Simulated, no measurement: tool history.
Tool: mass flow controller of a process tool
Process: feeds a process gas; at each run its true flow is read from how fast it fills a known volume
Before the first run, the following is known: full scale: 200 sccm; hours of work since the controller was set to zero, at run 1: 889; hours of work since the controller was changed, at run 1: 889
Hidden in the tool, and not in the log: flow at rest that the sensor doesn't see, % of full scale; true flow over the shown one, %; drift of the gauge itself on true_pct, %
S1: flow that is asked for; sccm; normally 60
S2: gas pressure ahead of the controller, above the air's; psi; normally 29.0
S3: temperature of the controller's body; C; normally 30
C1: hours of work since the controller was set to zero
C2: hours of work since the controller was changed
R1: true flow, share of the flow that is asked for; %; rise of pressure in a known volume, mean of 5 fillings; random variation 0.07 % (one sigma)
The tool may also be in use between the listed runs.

{"run": 1, "hour": 0.0, "S1": 60, "S2": 29.0, "S3": 30, "C1": 889, "C2": 889, "R1": 97.36}
{"run": 2, "hour": 41.7, "S1": 60, "S2": 29.0, "S3": 30, "C1": 906, "C2": 906, "R1": 97.39}
{"run": 3, "hour": 118.2, "S1": 60, "S2": 29.0, "S3": 30, "C1": 936, "C2": 936, "R1": 97.26}
{"run": 4, "hour": 181.1, "S1": 60, "S2": 29.0, "S3": 30, "C1": 960, "C2": 960, "R1": 97.22}
{"run": 5, "hour": 221.8, "S1": 60, "S2": 29.0, "S3": 30, "C1": 976, "C2": 976, "R1": 97.12}
{"run": 6, "hour": 261.6, "S1": 60, "S2": 29.0, "S3": 30, "C1": 991, "C2": 991, "R1": 97.16}
{"run": 7, "hour": 356.3, "S1": 60, "S2": 29.0, "S3": 30, "C1": 1028, "C2": 1028, "R1": 97.13}
{"run": 8, "hour": 396.2, "S1": 60, "S2": 29.0, "S3": 39, "C1": 1044, "C2": 1044, "R1": 97.3}
{"run": 9, "hour": 459.8, "S1": 60, "S2": 29.0, "S3": 22, "C1": 1069, "C2": 1069, "R1": 97.03}
{"run": 10, "hour": 514.5, "S1": 60, "S2": 29.0, "S3": 22, "C1": 1090, "C2": 1090, "R1": 97.0}
{"run": 11, "hour": 561.5, "S1": 60, "S2": 29.0, "S3": 30, "C1": 1108, "C2": 1108, "R1": 97.14}
{"run": 12, "hour": 651.8, "S1": 78, "S2": 24.8, "S3": 30, "C1": 1144, "C2": 1144, "R1": 97.65}
{"run": 13, "hour": 733.9, "S1": 78, "S2": 24.8, "S3": 30, "C1": 1176, "C2": 1176, "R1": 97.67}
{"run": 14, "hour": 774.3, "S1": 78, "S2": 25.1, "S3": 30, "C1": 1191, "C2": 1191, "R1": 97.69}
{"run": 15, "hour": 832.6, "S1": 176, "S2": 25.1, "S3": 37, "C1": 1214, "C2": 1214, "R1": 99.51}
{"hour": 838.1, "done": "controller's zero set anew"}
{"run": 16, "hour": 926.9, "S1": 176, "S2": 25.1, "S3": 37, "C1": 35, "C2": 1251, "R1": 99.49}
{"run": 17, "hour": 1016.0, "S1": 30, "S2": 25.1, "S3": 31, "C1": 69, "C2": 1285, "R1": 96.25}
{"run": 18, "hour": 1055.9, "S1": 60, "S2": 34.4, "S3": 30, "C1": 85, "C2": 1301, "R1": 96.65}
{"run": 19, "hour": 1097.5, "S1": 171, "S2": 34.4, "S3": 30, "C1": 101, "C2": 1317, "R1": 98.78}
{"run": 20, "hour": 1147.2, "S1": 186, "S2": 22.2, "S3": 34, "C1": 120, "C2": 1336, "R1": 99.69}
{"run": 21, "hour": 1196.3, "S1": 186, "S2": 22.2, "S3": 34, "C1": 140, "C2": 1356, "R1": 99.6}

Alternative continuations, all from the tool just after run 21; predict every row:
{"run": "A", "hour": 1243.6, "S1": 60, "S2": 20.6, "S3": 25, "C1": 158, "C2": 1374, "R1": "?"}
{"run": "B", "hour": 1243.6, "S1": 177, "S2": 31.8, "S3": 34, "C1": 158, "C2": 1374, "R1": "?"}
{"run": "C", "hour": 1243.6, "S1": 186, "S2": 22.2, "S3": 28, "C1": 158, "C2": 1374, "R1": "?"}

run=A R1=97.25
run=B R1=98.93
run=C R1=99.56
With no hidden state in the tool, these same runs would have given:
run=A R1=98.20
run=B R1=99.58
run=C R1=100.20
